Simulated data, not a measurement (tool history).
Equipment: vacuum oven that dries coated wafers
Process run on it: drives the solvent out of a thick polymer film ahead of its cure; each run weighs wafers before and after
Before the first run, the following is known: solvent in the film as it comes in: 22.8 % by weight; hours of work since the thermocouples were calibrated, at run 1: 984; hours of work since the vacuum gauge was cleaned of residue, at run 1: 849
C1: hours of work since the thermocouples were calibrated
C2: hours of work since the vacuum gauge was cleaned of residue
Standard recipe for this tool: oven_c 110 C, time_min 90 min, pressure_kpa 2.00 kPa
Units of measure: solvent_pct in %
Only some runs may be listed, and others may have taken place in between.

{"run": 1, "hour": 0.0, "oven_c": 110, "time_min": 90, "pressure_kpa": 2.0, "C1": 984, "C2": 849, "solvent_pct": 4.21}
{"run": 2, "hour": 23.2, "oven_c": 110, "time_min": 90, "pressure_kpa": 2.0, "C1": 995, "C2": 860, "solvent_pct": 4.26}
{"run": 3, "hour": 56.3, "oven_c": 110, "time_min": 90, "pressure_kpa": 2.0, "C1": 1012, "C2": 877, "solvent_pct": 4.33}
{"run": 4, "hour": 77.1, "oven_c": 110, "time_min": 90, "pressure_kpa": 2.0, "C1": 1023, "C2": 888, "solvent_pct": 4.25}
{"run": 5, "hour": 103.2, "oven_c": 110, "time_min": 138, "pressure_kpa": 2.0, "C1": 1036, "C2": 901, "solvent_pct": 3.19}
{"run": 6, "hour": 150.7, "oven_c": 110, "time_min": 138, "pressure_kpa": 2.0, "C1": 1060, "C2": 925, "solvent_pct": 3.11}
{"run": 7, "hour": 195.9, "oven_c": 110, "time_min": 138, "pressure_kpa": 2.0, "C1": 1083, "C2": 948, "solvent_pct": 3.21}
{"run": 8, "hour": 226.5, "oven_c": 110, "time_min": 138, "pressure_kpa": 2.0, "C1": 1098, "C2": 963, "solvent_pct": 3.21}
{"run": 9, "hour": 260.2, "oven_c": 110, "time_min": 90, "pressure_kpa": 2.0, "C1": 1115, "C2": 980, "solvent_pct": 4.3}
{"run": 10, "hour": 295.2, "oven_c": 110, "time_min": 90, "pressure_kpa": 2.0, "C1": 1133, "C2": 998, "solvent_pct": 4.33}
{"run": 11, "hour": 336.2, "oven_c": 110, "time_min": 90, "pressure_kpa": 2.0, "C1": 1154, "C2": 1019, "solvent_pct": 4.39}
{"run": 12, "hour": 378.0, "oven_c": 110, "time_min": 90, "pressure_kpa": 2.0, "C1": 1175, "C2": 1040, "solvent_pct": 4.4}
{"run": 13, "hour": 415.9, "oven_c": 110, "time_min": 90, "pressure_kpa": 2.0, "C1": 1194, "C2": 1059, "solvent_pct": 4.35}
{"run": 14, "hour": 462.1, "oven_c": 110, "time_min": 90, "pressure_kpa": 2.0, "C1": 1217, "C2": 1082, "solvent_pct": 4.35}
{"run": 15, "hour": 485.2, "oven_c": 110, "time_min": 90, "pressure_kpa": 6.43, "C1": 1229, "C2": 1094, "solvent_pct": 9.04}
{"run": 16, "hour": 532.1, "oven_c": 110, "time_min": 90, "pressure_kpa": 2.0, "C1": 1253, "C2": 1118, "solvent_pct": 4.5}
{"hour": 549.3, "done": "oven's thermocouples calibrated"}
{"run": 17, "hour": 555.8, "oven_c": 96, "time_min": 90, "pressure_kpa": 2.0, "C1": 3, "C2": 1129, "solvent_pct": 10.03}
{"run": 18, "hour": 576.5, "oven_c": 96, "time_min": 90, "pressure_kpa": 2.0, "C1": 14, "C2": 1139, "solvent_pct": 9.92}
{"run": 19, "hour": 603.8, "oven_c": 96, "time_min": 90, "pressure_kpa": 2.0, "C1": 28, "C2": 1153, "solvent_pct": 9.95}
{"run": 20, "hour": 632.3, "oven_c": 96, "time_min": 90, "pressure_kpa": 2.0, "C1": 42, "C2": 1167, "solvent_pct": 10.05}
{"run": 21, "hour": 662.5, "oven_c": 117, "time_min": 90, "pressure_kpa": 2.0, "C1": 57, "C2": 1183, "solvent_pct": 2.43}
{"run": 22, "hour": 683.5, "oven_c": 117, "time_min": 90, "pressure_kpa": 2.0, "C1": 68, "C2": 1193, "solvent_pct": 2.38}
{"run": 23, "hour": 723.8, "oven_c": 110, "time_min": 90, "pressure_kpa": 2.0, "C1": 88, "C2": 1214, "solvent_pct": 4.06}
{"run": 24, "hour": 747.6, "oven_c": 109, "time_min": 90, "pressure_kpa": 2.0, "C1": 100, "C2": 1226, "solvent_pct": 4.25}
{"run": 25, "hour": 777.0, "oven_c": 109, "time_min": 90, "pressure_kpa": 2.0, "C1": 115, "C2": 1241, "solvent_pct": 4.3}
{"run": 26, "hour": 803.7, "oven_c": 102, "time_min": 61, "pressure_kpa": 1.21, "C1": 129, "C2": 1254, "solvent_pct": 8.62}
{"run": 27, "hour": 835.7, "oven_c": 123, "time_min": 90, "pressure_kpa": 5.53, "C1": 145, "C2": 1270, "solvent_pct": 4.23}
{"run": 28, "hour": 876.2, "oven_c": 123, "time_min": 47, "pressure_kpa": 4.42, "C1": 165, "C2": 1291, "solvent_pct": 4.34}
{"run": 29, "hour": 895.8, "oven_c": 123, "time_min": 47, "pressure_kpa": 4.42, "C1": 175, "C2": 1301, "solvent_pct": 4.32}
{"run": 30, "hour": 921.8, "oven_c": 110, "time_min": 100, "pressure_kpa": 1.02, "C1": 188, "C2": 1314, "solvent_pct": 2.71}
{"run": 31, "hour": 957.3, "oven_c": 108, "time_min": 47, "pressure_kpa": 1.9, "C1": 206, "C2": 1332, "solvent_pct": 8.06}
{"run": 32, "hour": 984.8, "oven_c": 104, "time_min": 90, "pressure_kpa": 7.89, "C1": 220, "C2": 1346, "solvent_pct": 12.97}
{"run": 33, "hour": 1009.3, "oven_c": 108, "time_min": 85, "pressure_kpa": 2.0, "C1": 233, "C2": 1358, "solvent_pct": 4.92}
{"run": 34, "hour": 1032.8, "oven_c": 108, "time_min": 85, "pressure_kpa": 2.0, "C1": 245, "C2": 1370, "solvent_pct": 5.08}
{"run": 35, "hour": 1072.8, "oven_c": 108, "time_min": 85, "pressure_kpa": 2.0, "C1": 265, "C2": 1390, "solvent_pct": 4.94}
{"run": 36, "hour": 1113.0, "oven_c": 116, "time_min": 67, "pressure_kpa": 2.0, "C1": 285, "C2": 1411, "solvent_pct": 3.32}
{"run": 37, "hour": 1159.0, "oven_c": 114, "time_min": 76, "pressure_kpa": 5.93, "C1": 308, "C2": 1434, "solvent_pct": 7.09}
{"run": 38, "hour": 1205.4, "oven_c": 110, "time_min": 124, "pressure_kpa": 2.0, "C1": 332, "C2": 1457, "solvent_pct": 3.34}
{"run": 39, "hour": 1243.8, "oven_c": 110, "time_min": 113, "pressure_kpa": 2.0, "C1": 351, "C2": 1477, "solvent_pct": 3.56}
{"run": 40, "hour": 1278.4, "oven_c": 110, "time_min": 151, "pressure_kpa": 7.23, "C1": 369, "C2": 1494, "solvent_pct": 8.82}
{"run": 41, "hour": 1324.5, "oven_c": 107, "time_min": 111, "pressure_kpa": 1.65, "C1": 392, "C2": 1518, "solvent_pct": 4.12}
{"run": 42, "hour": 1370.5, "oven_c": 107, "time_min": 111, "pressure_kpa": 1.65, "C1": 415, "C2": 1541, "solvent_pct": 4.04}
{"run": 43, "hour": 1412.6, "oven_c": 107, "time_min": 111, "pressure_kpa": 1.65, "C1": 437, "C2": 1562, "solvent_pct": 4.08}
{"run": 44, "hour": 1458.1, "oven_c": 107, "time_min": 111, "pressure_kpa": 1.65, "C1": 460, "C2": 1585, "solvent_pct": 4.05}
{"run": 45, "hour": 1483.1, "oven_c": 101, "time_min": 56, "pressure_kpa": 2.71, "C1": 472, "C2": 1598, "solvent_pct": 11.51}
{"run": 46, "hour": 1523.2, "oven_c": 107, "time_min": 90, "pressure_kpa": 2.0, "C1": 493, "C2": 1618, "solvent_pct": 5.49}
{"run": 47, "hour": 1554.1, "oven_c": 107, "time_min": 90, "pressure_kpa": 2.0, "C1": 508, "C2": 1634, "solvent_pct": 5.45}
{"run": 48, "hour": 1597.5, "oven_c": 123, "time_min": 99, "pressure_kpa": 7.2, "C1": 530, "C2": 1656, "solvent_pct": 5.7}

Each row is a separate what-if for the run after 48, all from the same tool condition, not one after another. Results?
{"run": "A", "hour": 1617.1, "oven_c": 100, "time_min": 99, "pressure_kpa": 6.79, "C1": 540, "C2": 1666, "solvent_pct": "?"}
{"run": "B", "hour": 1617.1, "oven_c": 110, "time_min": 90, "pressure_kpa": 1.33, "C1": 540, "C2": 1666, "solvent_pct": "?"}
{"run": "C", "hour": 1617.1, "oven_c": 100, "time_min": 90, "pressure_kpa": 2.0, "C1": 540, "C2": 1666, "solvent_pct": "?"}

run=A solvent_pct=14.27
run=B solvent_pct=3.63
run=C solvent_pct=8.78
The same runs, with their run-to-run variation unchanged, on a tool lacking any hidden condition would have given:
run=A solvent_pct=13.08
run=B solvent_pct=2.79
run=C solvent_pct=7.66

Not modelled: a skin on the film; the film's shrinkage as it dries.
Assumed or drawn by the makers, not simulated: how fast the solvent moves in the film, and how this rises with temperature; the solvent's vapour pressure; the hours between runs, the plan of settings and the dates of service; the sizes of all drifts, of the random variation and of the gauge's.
